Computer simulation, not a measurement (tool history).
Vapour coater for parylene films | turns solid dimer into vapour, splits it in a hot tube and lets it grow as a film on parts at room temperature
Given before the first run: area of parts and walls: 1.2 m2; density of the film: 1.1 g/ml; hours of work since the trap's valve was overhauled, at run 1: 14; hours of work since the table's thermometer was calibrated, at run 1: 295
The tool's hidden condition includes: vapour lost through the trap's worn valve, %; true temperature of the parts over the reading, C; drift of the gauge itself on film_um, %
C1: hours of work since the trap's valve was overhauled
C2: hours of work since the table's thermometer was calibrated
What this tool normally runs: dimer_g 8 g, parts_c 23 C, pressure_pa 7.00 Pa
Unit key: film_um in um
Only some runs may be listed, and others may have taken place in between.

run 1 hour=0.0 | dimer_g=8 parts_c=23 pressure_pa=7.00 | C1=14 C2=295 | film_um=3.84
run 2 hour=39.2 | dimer_g=8 parts_c=23 pressure_pa=7.00 | C1=43 C2=324 | film_um=3.81
run 3 hour=68.5 | dimer_g=8 parts_c=23 pressure_pa=7.00 | C1=64 C2=346 | film_um=3.81
run 4 hour=88.0 | dimer_g=8 parts_c=23 pressure_pa=7.00 | C1=79 C2=360 | film_um=3.82
run 5 hour=128.0 | dimer_g=8 parts_c=23 pressure_pa=7.00 | C1=108 C2=389 | film_um=3.79
run 6 hour=157.1 | dimer_g=8 parts_c=23 pressure_pa=7.89 | C1=129 C2=411 | film_um=3.67
run 7 hour=194.2 | dimer_g=8 parts_c=19 pressure_pa=7.89 | C1=157 C2=438 | film_um=4.14
run 8 hour=219.8 | dimer_g=11 parts_c=23 pressure_pa=7.00 | C1=175 C2=457 | film_um=5.21
run 9 hour=248.5 | dimer_g=5 parts_c=23 pressure_pa=7.00 | C1=196 C2=478 | film_um=2.33
run 10 hour=277.0 | dimer_g=5 parts_c=23 pressure_pa=7.00 | C1=217 C2=499 | film_um=2.36
run 11 hour=299.3 | dimer_g=5 parts_c=23 pressure_pa=7.00 | C1=234 C2=515 | film_um=2.34
run 12 hour=323.3 | dimer_g=8 parts_c=23 pressure_pa=7.00 | C1=251 C2=532 | film_um=3.72
run 13 hour=346.8 | dimer_g=8 parts_c=23 pressure_pa=7.00 | C1=269 C2=550 | film_um=3.76
run 14 hour=380.6 | dimer_g=8 parts_c=23 pressure_pa=7.89 | C1=293 C2=575 | film_um=3.60
run 15 hour=417.2 | dimer_g=11 parts_c=23 pressure_pa=7.00 | C1=320 C2=601 | film_um=5.09
run 16 hour=446.6 | dimer_g=11 parts_c=23 pressure_pa=7.00 | C1=342 C2=623 | film_um=5.07
run 17 hour=471.2 | dimer_g=8 parts_c=23 pressure_pa=7.00 | C1=360 C2=641 | film_um=3.67
run 18 hour=510.6 | dimer_g=8 parts_c=23 pressure_pa=7.00 | C1=389 C2=670 | film_um=3.69
run 19 hour=548.9 | dimer_g=8 parts_c=27 pressure_pa=7.00 | C1=417 C2=698 | film_um=3.24
-- hour=573.9 trap's valve overhauled
run 20 hour=577.1 | dimer_g=8 parts_c=23 pressure_pa=8.75 | C1=2 C2=716 | film_um=3.68
run 21 hour=608.6 | dimer_g=8 parts_c=23 pressure_pa=8.75 | C1=25 C2=739 | film_um=3.63
run 22 hour=626.3 | dimer_g=10 parts_c=16 pressure_pa=7.00 | C1=38 C2=752 | film_um=5.98
run 23 hour=645.8 | dimer_g=10 parts_c=16 pressure_pa=7.00 | C1=53 C2=766 | film_um=5.95
run 24 hour=677.9 | dimer_g=10 parts_c=16 pressure_pa=7.00 | C1=76 C2=790 | film_um=5.99
run 25 hour=714.0 | dimer_g=4 parts_c=23 pressure_pa=8.52 | C1=103 C2=816 | film_um=1.80
run 26 hour=753.1 | dimer_g=4 parts_c=23 pressure_pa=8.52 | C1=132 C2=845 | film_um=1.82
run 27 hour=775.7 | dimer_g=8 parts_c=22 pressure_pa=6.56 | C1=148 C2=861 | film_um=3.90
run 28 hour=804.8 | dimer_g=8 parts_c=22 pressure_pa=6.56 | C1=169 C2=883 | film_um=3.91
run 29 hour=832.6 | dimer_g=8 parts_c=22 pressure_pa=6.56 | C1=190 C2=903 | film_um=3.86
run 30 hour=872.3 | dimer_g=4 parts_c=31 pressure_pa=2.44 | C1=219 C2=932 | film_um=1.79
run 31 hour=891.1 | dimer_g=4 parts_c=28 pressure_pa=2.20 | C1=233 C2=946 | film_um=2.02
run 32 hour=931.7 | dimer_g=4 parts_c=28 pressure_pa=2.20 | C1=263 C2=976 | film_um=2.02
run 33 hour=972.0 | dimer_g=4 parts_c=28 pressure_pa=2.20 | C1=292 C2=1006 | film_um=1.98
run 34 hour=999.5 | dimer_g=4 parts_c=28 pressure_pa=4.43 | C1=312 C2=1026 | film_um=1.71
run 35 hour=1029.2 | dimer_g=4 parts_c=28 pressure_pa=4.43 | C1=334 C2=1048 | film_um=1.71
run 36 hour=1057.5 | dimer_g=4 parts_c=28 pressure_pa=4.43 | C1=355 C2=1068 | film_um=1.71
run 37 hour=1080.8 | dimer_g=4 parts_c=28 pressure_pa=4.43 | C1=372 C2=1085 | film_um=1.72
run 38 hour=1118.5 | dimer_g=4 parts_c=23 pressure_pa=4.02 | C1=400 C2=1113 | film_um=2.07
run 39 hour=1139.8 | dimer_g=8 parts_c=16 pressure_pa=9.14 | C1=415 C2=1129 | film_um=4.31
-- hour=1168.2 trap's valve overhauled
run 40 hour=1174.9 | dimer_g=12 parts_c=21 pressure_pa=7.00 | C1=5 C2=1151 | film_um=6.11
run 41 hour=1214.0 | dimer_g=11 parts_c=35 pressure_pa=7.00 | C1=34 C2=1180 | film_um=3.49

Consider 3 possible next runs. They are alternatives, not a sequence: every one starts from the tool as it was left by run 41. What does each give?
run A hour=1234.0 | dimer_g=11 parts_c=23 pressure_pa=4.67 | C1=48 C2=1195 | film_um=?
run B hour=1234.0 | dimer_g=10 parts_c=23 pressure_pa=7.00 | C1=48 C2=1195 | film_um=?
run C hour=1234.0 | dimer_g=11 parts_c=35 pressure_pa=2.57 | C1=48 C2=1195 | film_um=?

run=A film_um=5.63
run=B film_um=4.67
run=C film_um=4.35
With the hidden condition removed and each run's random variation left untouched, the same runs would have given:
run=A film_um=5.82
run=B film_um=4.83
run=C film_um=4.49
